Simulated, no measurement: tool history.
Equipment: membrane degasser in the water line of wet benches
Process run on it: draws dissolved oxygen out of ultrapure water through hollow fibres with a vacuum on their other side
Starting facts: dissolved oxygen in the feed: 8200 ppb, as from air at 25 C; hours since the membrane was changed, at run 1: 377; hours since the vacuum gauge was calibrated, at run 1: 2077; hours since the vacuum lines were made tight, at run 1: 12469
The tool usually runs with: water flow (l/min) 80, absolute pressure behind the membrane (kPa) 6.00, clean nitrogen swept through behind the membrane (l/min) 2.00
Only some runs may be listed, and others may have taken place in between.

run    hour  water flow (l/min)  absolute pressure behind the membrane (kPa)  clean nitrogen swept through behind the membrane (l/min)  hours since the membrane was changed  hours since the vacuum gauge was calibrated  hours since the vacuum lines were made tight  dissolved oxygen in the water behind the degasser (ppb)  pressure that the water loses in the fibres (kPa)
  1     0.0                  80                                         6.00                                                      2.00                                   377                                         2077                                         12469                                                    234.5                                              53.69
  2    70.7                  80                                         6.00                                                      2.00                                   448                                         2148                                         12539                                                    232.5                                              53.54
  3   135.5                  80                                         6.00                                                      2.00                                   512                                         2213                                         12604                                                    231.0                                              53.75
  4   199.4                  80                                         6.00                                                      2.00                                   576                                         2277                                         12668                                                    233.4                                              53.47
  5   265.2                  80                                         6.00                                                      2.00                                   642                                         2343                                         12734                                                    231.3                                              53.51
      271.0  -- seals of the vacuum lines changed
  6   308.4                  80                                         6.00                                                      2.26                                   683                                         2384                                            37                                                    211.7                                              53.86
  7   371.6                  80                                         6.00                                                      2.26                                   747                                         2447                                           101                                                    213.0                                              53.46
  8   429.1                  80                                         6.00                                                      2.26                                   804                                         2505                                           158                                                    212.5                                              53.59
  9   481.3                  64                                         6.00                                                      2.00                                   856                                         2557                                           210                                                    192.8                                              42.93
 10   534.0                  65                                         6.00                                                      2.00                                   909                                         2609                                           263                                                    193.3                                              43.50
 11   574.6                  65                                         6.00                                                      2.00                                   950                                         2650                                           304                                                    193.1                                              43.40
 12   623.8                  65                                         6.00                                                      2.00                                   999                                         2699                                           353                                                    194.3                                              43.48
 13   672.5                  80                                         6.00                                                      1.63                                  1047                                         2748                                           401                                                    273.0                                              53.19
 14   709.2                  80                                         4.73                                                      2.00                                  1084                                         2785                                           438                                                    136.1                                              53.50
 15   761.7                  93                                         7.23                                                      2.46                                  1137                                         2837                                           491                                                    322.7                                              62.29
 16   812.8                  93                                        10.22                                                      1.75                                  1188                                         2888                                           542                                                    684.0                                              62.41
 17   870.2                  80                                         5.15                                                      1.55                                  1245                                         2946                                           599                                                    203.3                                              53.17
      874.8  -- vacuum gauge calibrated
 18   940.8                  80                                         5.15                                                      1.55                                  1315                                           66                                           669                                                    206.1                                              53.74
 19   982.0                  61                                         6.00                                                      2.00                                  1356                                          107                                           710                                                    185.7                                              40.66
     1023.4  -- vacuum gauge calibrated, once more
 20  1038.5                  80                                         9.91                                                      4.42                                  1412                                           15                                           766                                                    276.8                                              53.93
 21  1084.8                  91                                        14.94                                                      3.85                                  1459                                           61                                           813                                                    590.1                                              60.94
 22  1134.8                  80                                         4.86                                                      2.82                                  1509                                          111                                           863                                                    112.9                                              53.64
 23  1163.8                  80                                         4.86                                                      2.82                                  1538                                          140                                           892                                                    112.7                                              53.89
 24  1233.7                  64                                         4.86                                                      2.82                                  1608                                          210                                           962                                                     89.0                                              42.89
 25  1296.2                 113                                        13.94                                                      2.00                                  1670                                          273                                          1024                                                   1056.7                                              75.85

4 options for the next run, each taken on its own from the tool as it stands now. Forecast them:
  A  1365.9                  63                                        13.94                                                      2.00                                  1740                                          342                                          1094                                                        ?                                                  ?
  B  1365.9                  53                                         7.03                                                      2.14                                  1740                                          342                                          1094                                                        ?                                                  ?
  C  1365.9                  58                                         6.34                                                      2.14                                  1740                                          342                                          1094                                                        ?                                                  ?
  D  1365.9                 108                                         9.77                                                      2.00                                  1740                                          342                                          1094                                                        ?                                                  ?

run  dissolved oxygen in the water behind the degasser (ppb)  pressure that the water loses in the fibres (kPa)
  A                                                    674.0                                              42.55
  B                                                    208.0                                              35.61
  C                                                    185.9                                              39.03
  D                                                    664.2                                              72.55
Had the tool no hidden state, the same runs would have come out as:
run  dissolved oxygen in the water behind the degasser (ppb)  pressure that the water loses in the fibres (kPa)
  A                                                    667.5                                              42.19
  B                                                    202.3                                              35.31
  C                                                    179.7                                              38.70
  D                                                    653.3                                              71.94
